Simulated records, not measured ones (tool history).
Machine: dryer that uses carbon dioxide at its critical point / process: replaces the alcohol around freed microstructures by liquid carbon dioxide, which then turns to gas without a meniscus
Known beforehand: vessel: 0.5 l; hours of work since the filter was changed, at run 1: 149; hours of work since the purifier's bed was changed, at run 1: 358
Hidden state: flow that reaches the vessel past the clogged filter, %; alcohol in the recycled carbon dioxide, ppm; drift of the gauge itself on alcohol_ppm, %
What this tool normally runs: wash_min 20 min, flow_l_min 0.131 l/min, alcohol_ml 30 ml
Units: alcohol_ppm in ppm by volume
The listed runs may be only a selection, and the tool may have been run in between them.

run     day  wash_min  flow_l_min  alcohol_ml  hours of work since the filter was changed  hours of work since the purifier's bed was changed  alcohol_ppm
  1   0.000        20       0.131          30                                         149                                                 358          918
  2   1.217        20       0.106          30                                         162                                                 372         2112
  3   2.646        20       0.106          30                                         178                                                 387         2125
  4   3.933        25       0.106          30                                         191                                                 401          976
  5   6.283        25       0.106          30                                         217                                                 426          981
  6   7.488        25       0.106          30                                         230                                                 439         1014
  7   9.438        25       0.106          30                                         251                                                 460         1020
  8  11.004        25       0.106          30                                         268                                                 477         1033
  9  12.767        20       0.131          30                                         287                                                 496         1022
 10  14.325        20       0.131          30                                         304                                                 513         1065
 11  15.925        20       0.131          36                                         321                                                 531         1294
 12  18.196        20       0.131          36                                         346                                                 555         1311
 13  19.808        20       0.131          36                                         363                                                 573         1351
 14  21.292        20       0.131          36                                         379                                                 589         1345
 15  22.800        20       0.131          36                                         396                                                 605         1343
 16  24.004        20       0.131          30                                         409                                                 618         1187
 17  25.058        20       0.131          30                                         420                                                 629         1154
 18  26.679        20       0.118          30                                         438                                                 647         1800
 19  28.017        20       0.118          30                                         452                                                 662         1776
 20  30.579        20       0.087          47                                         480                                                 689         7196
 21  32.788        14       0.089          47                                         504                                                 713        14869
     34.029  -- inlet filter changed
 22  34.312        17       0.124          47                                           3                                                 729         2950
 23  36.238        12       0.127          22                                          24                                                 750         3624
 24  37.300        12       0.127          22                                          35                                                 761         3710
 25  39.288        12       0.127          22                                          57                                                 783         3687
 26  41.492        20       0.131          79                                          81                                                 807         2307
 27  43.642        29       0.205          35                                         104                                                 830          152
 28  45.175        12       0.145          47                                         121                                                 847         5390
 29  47.792        12       0.145          47                                         149                                                 875         5691
 30  48.858        25       0.143          47                                         160                                                 887          435
 31  50.200        18       0.131          40                                         175                                                 901         1916
 32  51.858        18       0.131          40                                         193                                                 919         1936
 33  53.562        20       0.082          31                                         211                                                 937         4910
 34  55.617        14       0.082         107                                         234                                                 960        37283
 35  57.471        30       0.082          39                                         254                                                 980         1865
 36  59.954        27       0.146          73                                         280                                                1007          449
 37  62.088        27       0.146          73                                         304                                                1030          455

Branching from run 37: 5 alternative next runs. What would each branch give?
  A  64.283        27       0.146          44                                         327                                                1053            ?
  B  64.283        20       0.187          30                                         327                                                1053            ?
  C  64.283        17       0.131          65                                         327                                                1053            ?
  D  64.283        27       0.146         104                                         327                                                1053            ?
  E  64.283        31       0.102         116                                         327                                                1053            ?

run  alcohol_ppm
  A          371
  B          328
  C         4115
  D          588
  E         1935
Take away the tool's hidden state, keep each run's random variation, and the runs would have read:
run  alcohol_ppm
  A          120
  B           95
  C         3113
  D          266
  E         1258
